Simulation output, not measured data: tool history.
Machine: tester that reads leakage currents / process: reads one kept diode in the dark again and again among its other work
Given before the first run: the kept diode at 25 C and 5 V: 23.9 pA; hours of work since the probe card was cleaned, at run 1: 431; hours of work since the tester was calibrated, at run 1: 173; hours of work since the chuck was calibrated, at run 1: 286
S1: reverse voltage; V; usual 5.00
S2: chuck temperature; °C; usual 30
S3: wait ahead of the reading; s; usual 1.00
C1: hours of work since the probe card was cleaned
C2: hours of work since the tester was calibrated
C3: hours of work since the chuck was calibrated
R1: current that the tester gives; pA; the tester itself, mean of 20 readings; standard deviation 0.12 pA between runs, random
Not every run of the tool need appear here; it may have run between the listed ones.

{"run": 1, "hour": 0.0, "S1": 5.0, "S2": 30, "S3": 1.0, "C1": 431, "C2": 173, "C3": 286, "R1": 37.68}
{"run": 2, "hour": 160.7, "S1": 5.0, "S2": 30, "S3": 1.0, "C1": 507, "C2": 249, "C3": 362, "R1": 37.58}
{"run": 3, "hour": 256.5, "S1": 5.0, "S2": 30, "S3": 1.0, "C1": 553, "C2": 295, "C3": 408, "R1": 37.78}
{"run": 4, "hour": 373.4, "S1": 5.0, "S2": 30, "S3": 1.0, "C1": 609, "C2": 350, "C3": 464, "R1": 37.66}
{"run": 5, "hour": 540.4, "S1": 5.0, "S2": 30, "S3": 1.0, "C1": 688, "C2": 430, "C3": 543, "R1": 37.74}
{"run": 6, "hour": 673.9, "S1": 5.0, "S2": 30, "S3": 1.0, "C1": 751, "C2": 493, "C3": 606, "R1": 37.78}
{"hour": 730.1, "done": "chuck's temperature calibrated"}
{"run": 7, "hour": 807.7, "S1": 5.0, "S2": 30, "S3": 1.0, "C1": 814, "C2": 556, "C3": 37, "R1": 37.79}
{"run": 8, "hour": 909.4, "S1": 5.0, "S2": 30, "S3": 1.0, "C1": 862, "C2": 604, "C3": 85, "R1": 37.57}
{"run": 9, "hour": 1055.2, "S1": 5.0, "S2": 30, "S3": 1.0, "C1": 932, "C2": 673, "C3": 155, "R1": 37.68}
{"run": 10, "hour": 1224.3, "S1": 5.0, "S2": 30, "S3": 9.84, "C1": 1012, "C2": 754, "C3": 235, "R1": 36.13}
{"run": 11, "hour": 1352.5, "S1": 5.0, "S2": 30, "S3": 9.84, "C1": 1073, "C2": 815, "C3": 296, "R1": 36.22}
{"run": 12, "hour": 1525.4, "S1": 5.0, "S2": 30, "S3": 9.84, "C1": 1155, "C2": 897, "C3": 378, "R1": 36.21}
{"run": 13, "hour": 1616.4, "S1": 5.0, "S2": 30, "S3": 9.84, "C1": 1199, "C2": 940, "C3": 421, "R1": 36.24}
{"run": 14, "hour": 1740.0, "S1": 5.0, "S2": 30, "S3": 0.53, "C1": 1257, "C2": 999, "C3": 480, "R1": 39.11}
{"run": 15, "hour": 1847.6, "S1": 5.0, "S2": 43, "S3": 1.0, "C1": 1309, "C2": 1050, "C3": 531, "R1": 98.69}
{"run": 16, "hour": 1921.9, "S1": 5.0, "S2": 43, "S3": 1.0, "C1": 1344, "C2": 1085, "C3": 567, "R1": 98.32}
{"run": 17, "hour": 2043.2, "S1": 5.0, "S2": 23, "S3": 1.0, "C1": 1401, "C2": 1143, "C3": 624, "R1": 22.11}
{"hour": 2059.5, "done": "chuck's temperature calibrated"}
{"run": 18, "hour": 2190.9, "S1": 5.0, "S2": 23, "S3": 1.0, "C1": 1471, "C2": 1212, "C3": 62, "R1": 22.04}
{"run": 19, "hour": 2372.2, "S1": 5.0, "S2": 23, "S3": 1.0, "C1": 1557, "C2": 1299, "C3": 149, "R1": 21.88}
{"run": 20, "hour": 2529.3, "S1": 4.16, "S2": 23, "S3": 1.0, "C1": 1632, "C2": 1373, "C3": 223, "R1": 20.16}
{"run": 21, "hour": 2638.5, "S1": 1.76, "S2": 23, "S3": 1.0, "C1": 1684, "C2": 1425, "C3": 275, "R1": 12.68}
{"run": 22, "hour": 2792.6, "S1": 18.82, "S2": 30, "S3": 1.02, "C1": 1757, "C2": 1498, "C3": 349, "R1": 76.08}
{"run": 23, "hour": 2950.4, "S1": 3.49, "S2": 23, "S3": 1.02, "C1": 1832, "C2": 1573, "C3": 424, "R1": 18.18}
{"run": 24, "hour": 3071.0, "S1": 5.0, "S2": 37, "S3": 1.0, "C1": 1889, "C2": 1631, "C3": 481, "R1": 63.62}
{"run": 25, "hour": 3226.0, "S1": 5.0, "S2": 37, "S3": 1.0, "C1": 1963, "C2": 1705, "C3": 555, "R1": 63.68}
{"hour": 3386.2, "done": "chuck's temperature calibrated"}
{"run": 26, "hour": 3392.1, "S1": 5.0, "S2": 35, "S3": 0.67, "C1": 2041, "C2": 1783, "C3": 3, "R1": 56.33}
{"run": 27, "hour": 3530.2, "S1": 1.36, "S2": 48, "S3": 0.75, "C1": 2107, "C2": 1848, "C3": 68, "R1": 73.2}
{"run": 28, "hour": 3698.8, "S1": 1.36, "S2": 48, "S3": 0.75, "C1": 2187, "C2": 1928, "C3": 149, "R1": 73.77}
{"run": 29, "hour": 3862.0, "S1": 1.36, "S2": 48, "S3": 0.75, "C1": 2264, "C2": 2006, "C3": 226, "R1": 73.58}
{"run": 30, "hour": 4022.5, "S1": 1.48, "S2": 48, "S3": 0.75, "C1": 2341, "C2": 2082, "C3": 302, "R1": 76.4}
{"run": 31, "hour": 4104.0, "S1": 1.48, "S2": 48, "S3": 0.75, "C1": 2379, "C2": 2121, "C3": 341, "R1": 76.29}
{"run": 32, "hour": 4206.8, "S1": 3.27, "S2": 41, "S3": 0.67, "C1": 2428, "C2": 2170, "C3": 390, "R1": 69.16}
{"run": 33, "hour": 4371.0, "S1": 3.27, "S2": 29, "S3": 0.5, "C1": 2506, "C2": 2248, "C3": 468, "R1": 28.87}
{"run": 34, "hour": 4535.0, "S1": 6.54, "S2": 27, "S3": 1.0, "C1": 2584, "C2": 2326, "C3": 546, "R1": 34.49}
{"run": 35, "hour": 4681.8, "S1": 6.93, "S2": 30, "S3": 0.8, "C1": 2654, "C2": 2396, "C3": 616, "R1": 45.41}
{"hour": 4708.7, "done": "chuck's temperature calibrated"}
{"run": 36, "hour": 4829.3, "S1": 6.93, "S2": 30, "S3": 0.8, "C1": 2723, "C2": 2465, "C3": 57, "R1": 45.15}
{"run": 37, "hour": 4976.5, "S1": 6.93, "S2": 30, "S3": 0.8, "C1": 2793, "C2": 2535, "C3": 127, "R1": 45.17}
{"run": 38, "hour": 5111.2, "S1": 6.93, "S2": 30, "S3": 0.8, "C1": 2857, "C2": 2599, "C3": 191, "R1": 45.29}
{"run": 39, "hour": 5211.7, "S1": 4.77, "S2": 48, "S3": 0.44, "C1": 2905, "C2": 2647, "C3": 239, "R1": 140.27}

Hidden state at the last listed run before each entry between runs and at the first one after, where it differs:
Run 6 -> run 7: chuck's temperature calibrated (hour 730.1)
  true chuck temperature over the reading, C: 0.01 -> 0
Run 17 -> run 18: chuck's temperature calibrated (hour 2059.5)
  true chuck temperature over the reading, C: 0.01 -> 0
Run 25 -> run 26: chuck's temperature calibrated (hour 3386.2)
  true chuck temperature over the reading, C: 0.01 -> 0
Run 35 -> run 36: chuck's temperature calibrated (hour 4708.7)
  stray current of the dirty probe card, pA a volt: 0.025 -> 0.026; true chuck temperature over the reading, C: 0.01 -> 0

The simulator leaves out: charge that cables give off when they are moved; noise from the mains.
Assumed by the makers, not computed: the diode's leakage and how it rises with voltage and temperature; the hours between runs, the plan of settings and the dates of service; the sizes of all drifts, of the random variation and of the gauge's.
